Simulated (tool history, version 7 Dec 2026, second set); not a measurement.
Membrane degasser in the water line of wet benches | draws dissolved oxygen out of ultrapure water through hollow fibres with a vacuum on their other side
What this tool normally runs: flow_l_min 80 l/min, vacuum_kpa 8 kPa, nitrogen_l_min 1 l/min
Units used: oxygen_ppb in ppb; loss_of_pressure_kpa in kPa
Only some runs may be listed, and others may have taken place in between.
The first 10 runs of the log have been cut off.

| run | hour | flow_l_min | vacuum_kpa | nitrogen_l_min | oxygen_ppb | loss_of_pressure_kpa |
|---|---|---|---|---|---|---|
| 11 | 2268.4 | 80 | 8 | 0.95 | 631 | 57.32 |
| 12 | 2485.9 | 80 | 8 | 0.95 | 633.4 | 57.77 |
| 13 | 2776.4 | 80 | 8 | 0.95 | 632.2 | 57.86 |
| 14 | 2921.5 | 80 | 8 | 0.95 | 634.6 | 57.23 |
| 15 | 3077.6 | 80 | 8 | 0.95 | 632.6 | 57.55 |
| 16 | 3216.5 | 80 | 8 | 1 | 614 | 57.28 |
| 17 | 3445.2 | 80 | 8 | 1 | 612.6 | 57.34 |
| 18 | 3591.7 | 78 | 15.81 | 0.69 | 1785.2 | 56.27 |
| 19 | 3835.2 | 78 | 8.73 | 1.78 | 456.8 | 56.33 |
| 20 | 4036.3 | 78 | 8.73 | 1.78 | 459.1 | 55.85 |
| 21 | 4233.9 | 56 | 9.49 | 2.81 | 271.7 | 40.1 |
| 22 | 4442.6 | 127 | 7.85 | 2.39 | 492.6 | 91.45 |
| 23 | 4573.4 | 127 | 7.85 | 2.39 | 492 | 91.81 |
| 24 | 4891.6 | 72 | 5.69 | 2.39 | 157.9 | 51.82 |
|  | 5154.9 | vacuum gauge calibrated |
| 25 | 5217.1 | 80 | 8 | 0.63 | 800.8 | 58.08 |
| 26 | 5350.3 | 80 | 9.83 | 0.6 | 1109.1 | 58.16 |
| 27 | 5508.6 | 59 | 5.02 | 1.84 | 120.4 | 42.81 |
| 28 | 5722.1 | 51 | 8 | 0.98 | 450.9 | 37.24 |
| 29 | 5893.7 | 51 | 8 | 0.98 | 451.9 | 36.93 |
| 30 | 6144.9 | 85 | 8 | 1.9 | 410.9 | 61.49 |
| 31 | 6333.9 | 62 | 8 | 1 | 514.3 | 44.83 |
| 32 | 6513.7 | 51 | 10.22 | 1 | 640.5 | 37.27 |
| 33 | 6817.3 | 88 | 15.22 | 1 | 1499 | 63.98 |

Alternative continuations, all from the tool just after run 33; predict every row:
| A | 7040.3 | 63 | 7.04 | 1 | ? | ? |
| B | 7040.3 | 63 | 14.76 | 0.62 | ? | ? |
| C | 7040.3 | 94 | 8 | 1.46 | ? | ? |

| run | oxygen_ppb | loss_of_pressure_kpa |
|---|---|---|
| A | 417.8 | 45.69 |
| B | 1572.9 | 45.82 |
| C | 533.4 | 68.63 |
The same runs, with their run-to-run variation unchanged, on a tool lacking any hidden condition would have given:
| run | oxygen_ppb | loss_of_pressure_kpa |
|---|---|---|
| A | 417.7 | 44.81 |
| B | 1572.9 | 44.95 |
| C | 533.2 | 67.33 |

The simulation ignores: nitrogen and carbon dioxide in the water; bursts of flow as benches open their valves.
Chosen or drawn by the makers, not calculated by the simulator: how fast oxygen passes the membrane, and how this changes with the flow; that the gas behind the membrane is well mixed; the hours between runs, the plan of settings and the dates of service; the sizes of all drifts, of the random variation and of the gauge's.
